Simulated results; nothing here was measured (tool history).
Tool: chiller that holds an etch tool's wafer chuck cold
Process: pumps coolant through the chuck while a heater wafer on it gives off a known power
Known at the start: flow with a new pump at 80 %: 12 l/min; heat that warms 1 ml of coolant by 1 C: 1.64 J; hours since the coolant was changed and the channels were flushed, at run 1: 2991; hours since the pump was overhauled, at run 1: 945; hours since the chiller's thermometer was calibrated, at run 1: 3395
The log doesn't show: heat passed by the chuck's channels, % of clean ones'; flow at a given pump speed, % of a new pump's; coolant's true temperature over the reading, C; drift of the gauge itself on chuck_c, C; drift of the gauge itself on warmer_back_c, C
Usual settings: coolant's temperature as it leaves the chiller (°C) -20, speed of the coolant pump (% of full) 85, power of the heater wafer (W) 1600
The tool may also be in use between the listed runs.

run	hour	coolant's temperature as it leaves the chiller (°C)	speed of the coolant pump (% of full)	power of the heater wafer (W)	hours since the coolant was changed and the channels were flushed	hours since the pump was overhauled	hours since the chiller's thermometer was calibrated	chuck's temperature once it has settled (°C)	how much warmer the coolant comes back (C)
1	0.0	-20	85	1600	2991	945	3395	-8.4	4.62
2	60.8	-20	85	1024	3052	1006	3456	-12.9	2.98
3	166.8	-20	85	1932	3158	1112	3562	-5.8	5.67
4	297.0	-20	82	1600	3288	1242	3692	-8.1	4.82
5	402.3	-20	82	1600	3393	1347	3798	-8.0	4.84
6	481.3	-29	85	1600	3472	1427	3877	-17.3	4.69
7	614.4	-29	85	1600	3605	1560	4010	-17.1	4.66
8	726.2	-29	85	1600	3717	1671	4122	-17.0	4.70
9	803.0	-29	85	1600	3794	1748	4198	-17.0	4.74
10	872.4	-20	85	1600	3863	1818	4268	-8.2	4.75
11	978.8	-20	85	1600	3970	1924	4374	-7.8	4.73
12	1078.5	-20	72	1600	4069	2024	4474	-6.0	5.69
13	1143.9	-20	72	1600	4135	2089	4539	-6.0	5.76
14	1277.3	-20	72	1600	4268	2223	4673	-5.9	5.76
15	1351.2	-20	72	1600	4342	2296	4746	-5.9	5.77
16	1450.9	-20	85	859	4442	2396	4846	-14.1	2.60
17	1545.1	-15	93	1020	4536	2490	4940	-8.1	2.76
18	1619.2	-20	71	1323	4610	2564	5014	-8.1	4.83
# hour 1734.0: chiller's thermometer calibrated
19	1751.5	-20	83	1600	4741	2696	17	-6.1	4.91
20	1864.0	-24	93	1806	4854	2808	130	-9.6	4.92
21	1952.4	-25	64	866	4942	2897	218	-15.7	3.54
22	2087.2	-20	85	1488	5077	3031	353	-7.2	4.48
23	2167.3	-11	64	1690	5157	3112	433	7.3	6.96
24	2235.1	-27	64	1690	5225	3179	501	-8.5	7.04
25	2299.6	-24	62	1606	5289	3244	566	-5.8	6.99
26	2365.1	-24	62	1606	5355	3309	631	-5.8	6.92
# hour 2415.2: coolant changed, channels flushed
27	2503.2	-25	79	1707	88	3441	763	-11.9	5.59
28	2585.1	-25	79	1707	170	3523	845	-11.8	5.65
29	2703.8	-24	65	1311	289	3642	964	-12.4	5.39
30	2830.3	-26	62	2373	415	3769	1090	-3.3	10.36
31	2899.4	-26	62	2373	484	3838	1159	-3.5	10.38

The same runs without the tool's hidden state, with the same run-to-run variation:
run	chuck's temperature once it has settled (°C)	how much warmer the coolant comes back (C)
1	-9.1	4.52
2	-13.1	2.91
3	-6.8	5.54
4	-8.9	4.69
5	-8.8	4.70
6	-18.1	4.55
7	-18.0	4.51
8	-17.9	4.54
9	-18.0	4.57
10	-9.2	4.58
11	-8.9	4.55
12	-7.4	5.47
13	-7.5	5.52
14	-7.4	5.51
15	-7.5	5.51
16	-14.3	2.48
17	-8.5	2.63
18	-9.3	4.59
19	-8.8	4.65
20	-12.5	4.66
21	-17.5	3.34
22	-9.8	4.22
23	3.5	6.55
24	-12.4	6.61
25	-9.6	6.56
26	-9.7	6.48
27	-12.5	5.22
28	-12.5	5.28
29	-13.0	5.02
30	-4.8	9.63
31	-5.0	9.64
